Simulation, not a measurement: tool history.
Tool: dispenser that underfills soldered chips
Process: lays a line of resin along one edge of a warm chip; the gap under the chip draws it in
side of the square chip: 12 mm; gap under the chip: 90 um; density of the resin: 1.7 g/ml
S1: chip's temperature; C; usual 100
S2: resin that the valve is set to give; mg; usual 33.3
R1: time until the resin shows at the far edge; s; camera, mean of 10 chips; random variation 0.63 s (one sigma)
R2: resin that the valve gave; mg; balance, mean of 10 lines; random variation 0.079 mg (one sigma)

run,hour,S1,S2,R1,R2
1,0.0,100,33.3,80.8,32.76
# hour 7.9: new syringe of resin
2,12.8,100,33.3,78.5,32.55
3,18.5,100,33.3,112.9,32.42
# hour 22.0: new syringe of resin
# hour 23.9: dispensing valve cleaned and set on the balance
4,26.5,100,33.3,73.0,33.10
5,32.8,100,33.3,107.3,33.15
# hour 36.6: new syringe of resin
6,42.7,100,33.3,85.3,33.01
# hour 49.9: new syringe of resin
7,54.0,95,33.3,94.4,32.85
# hour 63.5: new syringe of resin
8,67.7,95,33.3,93.7,32.84
# hour 76.8: new syringe of resin
9,81.4,95,36.3,94.4,35.52
10,89.1,95,36.3,152.4,35.35
# hour 90.4: new syringe of resin
# hour 96.0: dispensing valve cleaned and set on the balance
11,101.4,95,36.3,135.0,36.31
# hour 104.5: new syringe of resin
12,112.9,95,36.3,120.8,36.01
# hour 117.9: new syringe of resin
13,120.1,95,36.3,86.3,36.14
14,127.6,95,36.3,137.8,35.92
# hour 131.1: new syringe of resin
15,133.5,95,36.3,86.0,35.73
# hour 144.6: new syringe of resin
16,146.7,95,36.3,83.4,35.63
17,155.9,95,36.3,147.7,35.49
# hour 158.2: new syringe of resin
18,165.1,104,37.8,75.7,36.84
# hour 168.2: dispensing valve cleaned and set on the balance
# hour 172.7: new syringe of resin
19,179.2,104,37.8,73.2,37.58
# hour 186.4: new syringe of resin
20,192.7,104,37.8,72.7,37.49
# hour 199.9: new syringe of resin
21,202.3,102,30.3,65.2,29.91
22,209.7,106,41.5,84.4,40.91
# hour 213.7: new syringe of resin
23,221.9,95,30.8,126.2,30.09
# hour 226.9: new syringe of resin
24,234.7,93,40.2,131.9,39.30
# hour 239.7: dispensing valve cleaned and set on the balance
# hour 241.2: new syringe of resin
25,248.4,100,29.7,97.7,29.48
# hour 255.4: new syringe of resin
26,260.9,92,29.6,123.4,29.40
# hour 268.8: new syringe of resin
27,268.8,91,30.4,91.3,30.05
28,277.5,105,34.0,83.3,33.57
# hour 282.3: new syringe of resin
29,286.5,92,38.3,110.1,37.63
# hour 295.7: new syringe of resin
30,295.7,100,34.3,60.0,33.56
31,303.2,98,34.9,102.8,33.86
# hour 309.3: new syringe of resin
# hour 312.6: dispensing valve cleaned and set on the balance
32,314.6,108,35.6,54.7,35.59
# hour 324.4: new syringe of resin
33,326.7,89,34.0,113.7,33.81
# hour 337.7: new syringe of resin
34,340.6,107,38.5,54.3,38.08

5 ways to go on from here, each from the tool as it stands after run 34. What would each give?
A,347.8,111,40.1,?,?
B,347.8,107,33.3,?,?
C,347.8,86,37.0,?,?
D,347.8,89,33.3,?,?
E,347.8,102,29.8,?,?

run,R1,R2
A,71.6,39.66
B,86.6,32.91
C,215.8,36.53
D,188.8,33.02
E,108.7,29.40
Without the tool's hidden state the same runs would have given:
run,R1,R2
A,35.0,40.17
B,42.2,33.33
C,103.9,36.99
D,91.1,33.45
E,52.7,29.78
